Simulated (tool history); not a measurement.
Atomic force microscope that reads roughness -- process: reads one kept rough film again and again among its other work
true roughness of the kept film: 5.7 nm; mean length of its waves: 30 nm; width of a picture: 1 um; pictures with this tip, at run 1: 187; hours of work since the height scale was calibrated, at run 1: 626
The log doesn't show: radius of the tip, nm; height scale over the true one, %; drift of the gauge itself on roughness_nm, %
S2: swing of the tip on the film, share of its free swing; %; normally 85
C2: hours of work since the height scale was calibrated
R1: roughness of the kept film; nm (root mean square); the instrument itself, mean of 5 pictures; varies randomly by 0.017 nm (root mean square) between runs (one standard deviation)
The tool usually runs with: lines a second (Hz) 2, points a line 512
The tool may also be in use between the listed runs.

Run 1, hour 0: usual settings; pictures with this tip 187; C2 626. Result: R1 4.089 nm (root mean square).
Run 2, hour 76: usual settings; pictures with this tip 318; C2 679. Result: R1 4.052 nm (root mean square).
At hour 87: new tip fitted.
Run 3, hour 137: usual settings but points a line 722; pictures with this tip 85; C2 721. Result: R1 4.111 nm (root mean square).
Run 4, hour 196.3: usual settings but points a line 941; pictures with this tip 187; C2 762. Result: R1 4.112 nm (root mean square).
Run 5, hour 244.1: usual settings but points a line 941; pictures with this tip 269; C2 796. Result: R1 4.113 nm (root mean square).
Run 6, hour 277.5: usual settings but S2 67 %; pictures with this tip 326; C2 819. Result: R1 4.643 nm (root mean square).
At hour 282.7: new tip fitted.
Run 7, hour 339.3: usual settings but S2 73 %; pictures with this tip 97; C2 862. Result: R1 4.481 nm (root mean square).
Run 8, hour 372.7: usual settings but S2 73 %, points a line 933; pictures with this tip 154; C2 885. Result: R1 4.474 nm (root mean square).
Run 9, hour 426.7: usual settings but S2 73 %, points a line 933; pictures with this tip 247; C2 923. Result: R1 4.453 nm (root mean square).
Run 10, hour 469.1: usual settings but S2 73 %, points a line 933; pictures with this tip 320; C2 952. Result: R1 4.448 nm (root mean square).
At hour 481.8: new tip fitted.
Run 11, hour 543.7: usual settings but S2 73 %, points a line 933; pictures with this tip 106; C2 1004. Result: R1 4.48 nm (root mean square).
Run 12, hour 581: usual settings but S2 73 %, points a line 933; pictures with this tip 170; C2 1030. Result: R1 4.493 nm (root mean square).
Run 13, hour 659.3: usual settings but S2 73 %, points a line 933; pictures with this tip 305; C2 1085. Result: R1 4.504 nm (root mean square).
At hour 679.7: new tip fitted.
Run 14, hour 717.4: usual settings but S2 73 %, points a line 933; pictures with this tip 64; C2 1125. Result: R1 4.509 nm (root mean square).
Run 15, hour 778.2: usual settings but S2 73 %, points a line 933; pictures with this tip 168; C2 1167. Result: R1 4.474 nm (root mean square).
Run 16, hour 819.8: usual settings but S2 87 %, points a line 675; pictures with this tip 240; C2 1196. Result: R1 4.009 nm (root mean square).
At hour 875.4: new tip fitted.
Run 17, hour 875.4: usual settings but lines a second (Hz) 1.03, S2 63 %, points a line 279; pictures with this tip 0; C2 1235. Result: R1 4.841 nm (root mean square).
Run 18, hour 938.5: usual settings but lines a second (Hz) 1.03, S2 63 %, points a line 279; pictures with this tip 108; C2 1279. Result: R1 4.836 nm (root mean square).
Run 19, hour 992.5: usual settings but lines a second (Hz) 1.03, S2 63 %, points a line 279; pictures with this tip 201; C2 1317. Result: R1 4.801 nm (root mean square).

Consider 3 possible next runs. They are alternatives, not a sequence: every one starts from the tool as it was left by run 19. What does each give?
Run A, hour 1057.9: usual settings but lines a second (Hz) 2.18, S2 71 %, points a line 561; pictures with this tip 313; C2 1362. Result: R1 ?.
Run B, hour 1057.9: usual settings but S2 86 %, points a line 618; pictures with this tip 313; C2 1362. Result: R1 ?.
Run C, hour 1057.9: usual settings but lines a second (Hz) 0.53, points a line 506; pictures with this tip 313; C2 1362. Result: R1 ?.

run     R1
  A  4.499
  B   4.04
  C  4.725
The same runs, with their run-to-run variation unchanged, on a tool lacking any hidden condition would have given:
run     R1
  A  4.515
  B  4.054
  C  4.742

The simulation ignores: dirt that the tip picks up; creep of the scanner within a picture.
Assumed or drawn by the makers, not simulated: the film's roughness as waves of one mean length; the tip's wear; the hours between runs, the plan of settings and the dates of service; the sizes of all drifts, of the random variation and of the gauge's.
